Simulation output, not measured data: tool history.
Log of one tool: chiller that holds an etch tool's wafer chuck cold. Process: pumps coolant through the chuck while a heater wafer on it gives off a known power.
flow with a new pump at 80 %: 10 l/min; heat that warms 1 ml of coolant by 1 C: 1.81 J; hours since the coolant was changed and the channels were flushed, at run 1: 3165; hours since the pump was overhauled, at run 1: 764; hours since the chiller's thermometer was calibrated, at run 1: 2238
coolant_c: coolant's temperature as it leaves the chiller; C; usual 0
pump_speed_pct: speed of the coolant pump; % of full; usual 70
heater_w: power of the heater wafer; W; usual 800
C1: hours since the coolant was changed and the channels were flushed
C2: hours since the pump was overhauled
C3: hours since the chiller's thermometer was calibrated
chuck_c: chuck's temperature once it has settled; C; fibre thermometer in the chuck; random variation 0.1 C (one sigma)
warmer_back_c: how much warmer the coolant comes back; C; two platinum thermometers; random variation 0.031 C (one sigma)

{"run": 1, "hour": 0.0, "coolant_c": 0, "pump_speed_pct": 70, "heater_w": 800, "C1": 3165, "C2": 764, "C3": 2238, "chuck_c": 5.5, "warmer_back_c": 3.02}
{"run": 2, "hour": 37.7, "coolant_c": 0, "pump_speed_pct": 70, "heater_w": 800, "C1": 3203, "C2": 801, "C3": 2275, "chuck_c": 5.6, "warmer_back_c": 3.03}
{"run": 3, "hour": 70.8, "coolant_c": 0, "pump_speed_pct": 70, "heater_w": 800, "C1": 3236, "C2": 834, "C3": 2308, "chuck_c": 5.8, "warmer_back_c": 3.03}
{"run": 4, "hour": 121.5, "coolant_c": 0, "pump_speed_pct": 70, "heater_w": 800, "C1": 3287, "C2": 885, "C3": 2359, "chuck_c": 5.7, "warmer_back_c": 3.12}
{"run": 5, "hour": 170.1, "coolant_c": 0, "pump_speed_pct": 70, "heater_w": 800, "C1": 3335, "C2": 934, "C3": 2408, "chuck_c": 5.7, "warmer_back_c": 3.04}
{"run": 6, "hour": 217.8, "coolant_c": 0, "pump_speed_pct": 70, "heater_w": 800, "C1": 3383, "C2": 981, "C3": 2455, "chuck_c": 5.6, "warmer_back_c": 3.02}
{"run": 7, "hour": 256.2, "coolant_c": 0, "pump_speed_pct": 70, "heater_w": 800, "C1": 3422, "C2": 1020, "C3": 2494, "chuck_c": 5.4, "warmer_back_c": 3.03}
{"run": 8, "hour": 291.1, "coolant_c": 0, "pump_speed_pct": 70, "heater_w": 800, "C1": 3456, "C2": 1055, "C3": 2529, "chuck_c": 5.7, "warmer_back_c": 3.05}
{"run": 9, "hour": 318.7, "coolant_c": 0, "pump_speed_pct": 70, "heater_w": 800, "C1": 3484, "C2": 1082, "C3": 2556, "chuck_c": 5.7, "warmer_back_c": 3.03}
{"run": 10, "hour": 356.8, "coolant_c": 0, "pump_speed_pct": 70, "heater_w": 800, "C1": 3522, "C2": 1120, "C3": 2594, "chuck_c": 5.5, "warmer_back_c": 3.04}
{"run": 11, "hour": 401.1, "coolant_c": 0, "pump_speed_pct": 70, "heater_w": 800, "C1": 3566, "C2": 1165, "C3": 2639, "chuck_c": 5.7, "warmer_back_c": 3.05}
{"run": 12, "hour": 423.8, "coolant_c": 0, "pump_speed_pct": 70, "heater_w": 1062, "C1": 3589, "C2": 1187, "C3": 2661, "chuck_c": 7.6, "warmer_back_c": 4.05}
{"run": 13, "hour": 445.5, "coolant_c": 0, "pump_speed_pct": 70, "heater_w": 800, "C1": 3611, "C2": 1209, "C3": 2683, "chuck_c": 5.8, "warmer_back_c": 3.02}
{"run": 14, "hour": 491.0, "coolant_c": 0, "pump_speed_pct": 70, "heater_w": 800, "C1": 3656, "C2": 1255, "C3": 2729, "chuck_c": 5.4, "warmer_back_c": 3.09}
{"run": 15, "hour": 528.4, "coolant_c": 0, "pump_speed_pct": 70, "heater_w": 600, "C1": 3694, "C2": 1292, "C3": 2766, "chuck_c": 4.2, "warmer_back_c": 2.23}
{"run": 16, "hour": 567.3, "coolant_c": 0, "pump_speed_pct": 70, "heater_w": 600, "C1": 3733, "C2": 1331, "C3": 2805, "chuck_c": 4.4, "warmer_back_c": 2.27}
{"run": 17, "hour": 609.5, "coolant_c": 0, "pump_speed_pct": 70, "heater_w": 600, "C1": 3775, "C2": 1373, "C3": 2847, "chuck_c": 4.1, "warmer_back_c": 2.3}
{"run": 18, "hour": 645.7, "coolant_c": 0, "pump_speed_pct": 70, "heater_w": 902, "C1": 3811, "C2": 1409, "C3": 2883, "chuck_c": 6.5, "warmer_back_c": 3.45}
{"run": 19, "hour": 694.3, "coolant_c": -9, "pump_speed_pct": 70, "heater_w": 1034, "C1": 3860, "C2": 1458, "C3": 2932, "chuck_c": -1.8, "warmer_back_c": 3.91}
{"run": 20, "hour": 735.5, "coolant_c": 0, "pump_speed_pct": 70, "heater_w": 749, "C1": 3901, "C2": 1499, "C3": 2973, "chuck_c": 5.4, "warmer_back_c": 2.86}
{"run": 21, "hour": 776.3, "coolant_c": -1, "pump_speed_pct": 62, "heater_w": 1004, "C1": 3942, "C2": 1540, "C3": 3014, "chuck_c": 6.6, "warmer_back_c": 4.39}
{"run": 22, "hour": 820.9, "coolant_c": 5, "pump_speed_pct": 77, "heater_w": 563, "C1": 3986, "C2": 1585, "C3": 3058, "chuck_c": 8.7, "warmer_back_c": 1.94}
{"run": 23, "hour": 870.4, "coolant_c": 9, "pump_speed_pct": 96, "heater_w": 651, "C1": 4036, "C2": 1634, "C3": 3108, "chuck_c": 12.7, "warmer_back_c": 1.78}
{"run": 24, "hour": 899.0, "coolant_c": 9, "pump_speed_pct": 96, "heater_w": 651, "C1": 4064, "C2": 1663, "C3": 3137, "chuck_c": 12.7, "warmer_back_c": 1.75}
{"run": 25, "hour": 948.7, "coolant_c": 1, "pump_speed_pct": 95, "heater_w": 800, "C1": 4114, "C2": 1712, "C3": 3186, "chuck_c": 5.6, "warmer_back_c": 2.28}
{"run": 26, "hour": 971.9, "coolant_c": 1, "pump_speed_pct": 95, "heater_w": 800, "C1": 4137, "C2": 1736, "C3": 3209, "chuck_c": 5.5, "warmer_back_c": 2.21}
{"run": 27, "hour": 997.3, "coolant_c": 0, "pump_speed_pct": 70, "heater_w": 765, "C1": 4163, "C2": 1761, "C3": 3235, "chuck_c": 5.3, "warmer_back_c": 2.97}
{"run": 28, "hour": 1032.4, "coolant_c": -5, "pump_speed_pct": 70, "heater_w": 586, "C1": 4198, "C2": 1796, "C3": 3270, "chuck_c": -0.7, "warmer_back_c": 2.21}
{"run": 29, "hour": 1076.5, "coolant_c": -6, "pump_speed_pct": 70, "heater_w": 591, "C1": 4242, "C2": 1840, "C3": 3314, "chuck_c": -2, "warmer_back_c": 2.22}
{"run": 30, "hour": 1121.2, "coolant_c": 0, "pump_speed_pct": 69, "heater_w": 800, "C1": 4286, "C2": 1885, "C3": 3359, "chuck_c": 5.6, "warmer_back_c": 3.1}
{"run": 31, "hour": 1168.0, "coolant_c": 0, "pump_speed_pct": 92, "heater_w": 555, "C1": 4333, "C2": 1932, "C3": 3406, "chuck_c": 3.2, "warmer_back_c": 1.61}
{"run": 32, "hour": 1214.9, "coolant_c": 10, "pump_speed_pct": 92, "heater_w": 555, "C1": 4380, "C2": 1979, "C3": 3452, "chuck_c": 13.3, "warmer_back_c": 1.57}
{"run": 33, "hour": 1239.7, "coolant_c": 10, "pump_speed_pct": 92, "heater_w": 555, "C1": 4405, "C2": 2003, "C3": 3477, "chuck_c": 13.3, "warmer_back_c": 1.65}

Forecast each of these 3 alternatives for the next run:
{"run": "A", "hour": 1276.3, "coolant_c": 4, "pump_speed_pct": 91, "heater_w": 800, "C1": 4442, "C2": 2040, "C3": 3514, "chuck_c": "?", "warmer_back_c": "?"}
{"run": "B", "hour": 1276.3, "coolant_c": -1, "pump_speed_pct": 92, "heater_w": 555, "C1": 4442, "C2": 2040, "C3": 3514, "chuck_c": "?", "warmer_back_c": "?"}
{"run": "C", "hour": 1276.3, "coolant_c": 2, "pump_speed_pct": 66, "heater_w": 404, "C1": 4442, "C2": 2040, "C3": 3514, "chuck_c": "?", "warmer_back_c": "?"}

run=A chuck_c=8.7 warmer_back_c=2.34
run=B chuck_c=2.5 warmer_back_c=1.57
run=C chuck_c=5 warmer_back_c=1.67
Without the tool's hidden state the same runs would have given:
run=A chuck_c=8.7 warmer_back_c=2.34
run=B chuck_c=2.4 warmer_back_c=1.57
run=C chuck_c=5 warmer_back_c=1.67

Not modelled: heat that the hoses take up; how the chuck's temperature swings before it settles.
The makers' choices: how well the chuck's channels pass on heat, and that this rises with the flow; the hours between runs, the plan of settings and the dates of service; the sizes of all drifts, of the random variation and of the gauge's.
